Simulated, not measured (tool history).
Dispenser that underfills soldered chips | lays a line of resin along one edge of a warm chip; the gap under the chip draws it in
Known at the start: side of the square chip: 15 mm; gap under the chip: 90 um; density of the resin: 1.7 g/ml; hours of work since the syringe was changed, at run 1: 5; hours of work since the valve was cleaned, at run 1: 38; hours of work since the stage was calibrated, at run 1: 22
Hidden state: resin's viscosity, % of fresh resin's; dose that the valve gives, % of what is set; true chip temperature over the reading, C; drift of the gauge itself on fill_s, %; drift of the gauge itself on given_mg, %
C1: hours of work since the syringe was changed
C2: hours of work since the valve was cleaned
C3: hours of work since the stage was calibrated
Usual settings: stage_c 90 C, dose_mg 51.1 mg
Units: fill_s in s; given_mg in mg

run 1 hour=0 | stage_c=90 dose_mg=51.1 | C1=5 C2=38 C3=22 | fill_s=163.5 given_mg=49.57
-- hour=1.9 new syringe of resin
run 2 hour=4.5 | stage_c=90 dose_mg=51.1 | C1=2 C2=41 C3=25 | fill_s=127.7 given_mg=49.75
run 3 hour=6.7 | stage_c=90 dose_mg=51.1 | C1=3 C2=42 C3=26 | fill_s=143.8 given_mg=49.59
run 4 hour=10.7 | stage_c=90 dose_mg=51.1 | C1=6 C2=45 C3=29 | fill_s=176.2 given_mg=49.42
-- hour=11.5 new syringe of resin
run 5 hour=14.8 | stage_c=90 dose_mg=50.2 | C1=2 C2=47 C3=32 | fill_s=134.1 given_mg=48.51
run 6 hour=18.8 | stage_c=90 dose_mg=63 | C1=5 C2=50 C3=34 | fill_s=153.9 given_mg=60.79
-- hour=20.9 new syringe of resin
run 7 hour=23.2 | stage_c=100 dose_mg=57.2 | C1=2 C2=52 C3=37 | fill_s=86.1 given_mg=54.96
-- hour=27.4 dispensing valve cleaned and set on the balance
run 8 hour=27.4 | stage_c=97 dose_mg=50.5 | C1=4 C2=0 C3=39 | fill_s=116.4 given_mg=50.34
-- hour=31.2 new syringe of resin
run 9 hour=31.2 | stage_c=87 dose_mg=48.1 | C1=0 C2=2 C3=41 | fill_s=124.6 given_mg=48.05
run 10 hour=36.3 | stage_c=89 dose_mg=57.6 | C1=3 C2=6 C3=44 | fill_s=145 given_mg=57.34
-- hour=40.5 new syringe of resin
run 11 hour=40.5 | stage_c=94 dose_mg=43.6 | C1=0 C2=8 C3=47 | fill_s=101.7 given_mg=43.14
run 12 hour=45.7 | stage_c=91 dose_mg=47.6 | C1=3 C2=11 C3=50 | fill_s=144.3 given_mg=47.22

Forecast each of these 4 alternatives for the next run:
-- hour=49.7 new syringe of resin
run A hour=49.8 | stage_c=90 dose_mg=46.2 | C1=0 C2=14 C3=53 | fill_s=? given_mg=?
-- hour=49.7 new syringe of resin
run B hour=49.8 | stage_c=90 dose_mg=46.3 | C1=0 C2=14 C3=53 | fill_s=? given_mg=?
-- hour=49.7 new syringe of resin
run C hour=49.8 | stage_c=103 dose_mg=49 | C1=0 C2=14 C3=53 | fill_s=? given_mg=?
-- hour=49.7 new syringe of resin
run D hour=49.8 | stage_c=96 dose_mg=47.6 | C1=0 C2=14 C3=53 | fill_s=? given_mg=?

run=A fill_s=112.2 given_mg=45.86
run=B fill_s=110.8 given_mg=45.75
run=C fill_s=70.5 given_mg=48.65
run=D fill_s=90.6 given_mg=47.43
Without the tool's hidden state the same runs would have given:
run=A fill_s=112.3 given_mg=46.38
run=B fill_s=110.9 given_mg=46.28
run=C fill_s=70.6 given_mg=49.21
run=D fill_s=90.7 given_mg=47.96

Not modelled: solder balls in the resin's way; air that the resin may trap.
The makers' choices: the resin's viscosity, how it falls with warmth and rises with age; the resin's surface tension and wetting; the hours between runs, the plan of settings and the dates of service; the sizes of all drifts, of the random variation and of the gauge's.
